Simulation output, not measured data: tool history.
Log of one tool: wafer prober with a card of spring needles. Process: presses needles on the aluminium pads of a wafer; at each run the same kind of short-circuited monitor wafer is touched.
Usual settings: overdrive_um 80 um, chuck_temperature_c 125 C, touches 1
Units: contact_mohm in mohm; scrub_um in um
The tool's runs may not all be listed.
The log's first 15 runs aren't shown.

-- hour=133.8 tips cleaned on abrasive film
run 16 hour=138.1 | overdrive_um=80 chuck_temperature_c=125 touches=1 | contact_mohm=263 scrub_um=14.71
run 17 hour=147.7 | overdrive_um=80 chuck_temperature_c=125 touches=1 | contact_mohm=260 scrub_um=14.63
-- hour=152.5 tips cleaned on abrasive film
run 18 hour=155.6 | overdrive_um=80 chuck_temperature_c=87 touches=1 | contact_mohm=255 scrub_um=14.59
run 19 hour=163.7 | overdrive_um=80 chuck_temperature_c=87 touches=1 | contact_mohm=252 scrub_um=14.67
-- hour=171.1 tips cleaned on abrasive film
run 20 hour=172.4 | overdrive_um=89 chuck_temperature_c=87 touches=1 | contact_mohm=251 scrub_um=16.26
run 21 hour=179.3 | overdrive_um=100 chuck_temperature_c=64 touches=2 | contact_mohm=244 scrub_um=18.31
-- hour=190.1 tips cleaned on abrasive film
run 22 hour=191.7 | overdrive_um=91 chuck_temperature_c=125 touches=2 | contact_mohm=261 scrub_um=16.71
run 23 hour=204.5 | overdrive_um=72 chuck_temperature_c=57 touches=2 | contact_mohm=248 scrub_um=13.18
-- hour=208.5 tips cleaned on abrasive film
run 24 hour=216.7 | overdrive_um=65 chuck_temperature_c=95 touches=1 | contact_mohm=256 scrub_um=11.88
run 25 hour=223.1 | overdrive_um=65 chuck_temperature_c=95 touches=1 | contact_mohm=260 scrub_um=11.86
-- hour=227.0 tips cleaned on abrasive film
run 26 hour=232.7 | overdrive_um=91 chuck_temperature_c=26 touches=3 | contact_mohm=235 scrub_um=16.60
run 27 hour=244.8 | overdrive_um=91 chuck_temperature_c=31 touches=1 | contact_mohm=242 scrub_um=16.68
-- hour=245.5 tips cleaned on abrasive film
run 28 hour=250.6 | overdrive_um=80 chuck_temperature_c=60 touches=1 | contact_mohm=248 scrub_um=14.66
run 29 hour=259.2 | overdrive_um=90 chuck_temperature_c=60 touches=1 | contact_mohm=243 scrub_um=16.35
-- hour=264.4 tips cleaned on abrasive film
run 30 hour=270.9 | overdrive_um=90 chuck_temperature_c=60 touches=1 | contact_mohm=246 scrub_um=16.35
run 31 hour=278.8 | overdrive_um=65 chuck_temperature_c=116 touches=3 | contact_mohm=260 scrub_um=11.81
-- hour=282.9 tips cleaned on abrasive film
run 32 hour=288.3 | overdrive_um=93 chuck_temperature_c=106 touches=2 | contact_mohm=255 scrub_um=16.88
run 33 hour=297.1 | overdrive_um=93 chuck_temperature_c=106 touches=2 | contact_mohm=252 scrub_um=16.85

Forecast each of these 5 alternatives for the next run:
-- hour=301.8 tips cleaned on abrasive film
run A hour=304.2 | overdrive_um=85 chuck_temperature_c=26 touches=1 | contact_mohm=? scrub_um=?
-- hour=301.8 tips cleaned on abrasive film
run B hour=304.2 | overdrive_um=88 chuck_temperature_c=41 touches=1 | contact_mohm=? scrub_um=?
-- hour=301.8 tips cleaned on abrasive film
run C hour=304.2 | overdrive_um=93 chuck_temperature_c=67 touches=2 | contact_mohm=? scrub_um=?
-- hour=301.8 tips cleaned on abrasive film
run D hour=304.2 | overdrive_um=80 chuck_temperature_c=86 touches=1 | contact_mohm=? scrub_um=?
-- hour=301.8 tips cleaned on abrasive film
run E hour=304.2 | overdrive_um=93 chuck_temperature_c=124 touches=2 | contact_mohm=? scrub_um=?

run=A contact_mohm=234 scrub_um=15.45
run=B contact_mohm=238 scrub_um=15.99
run=C contact_mohm=248 scrub_um=16.88
run=D contact_mohm=251 scrub_um=14.49
run=E contact_mohm=260 scrub_um=16.86
Without the tool's hidden state the same runs would have given:
run=A contact_mohm=234 scrub_um=15.78
run=B contact_mohm=238 scrub_um=16.34
run=C contact_mohm=248 scrub_um=17.24
run=D contact_mohm=250 scrub_um=14.81
run=E contact_mohm=260 scrub_um=17.22
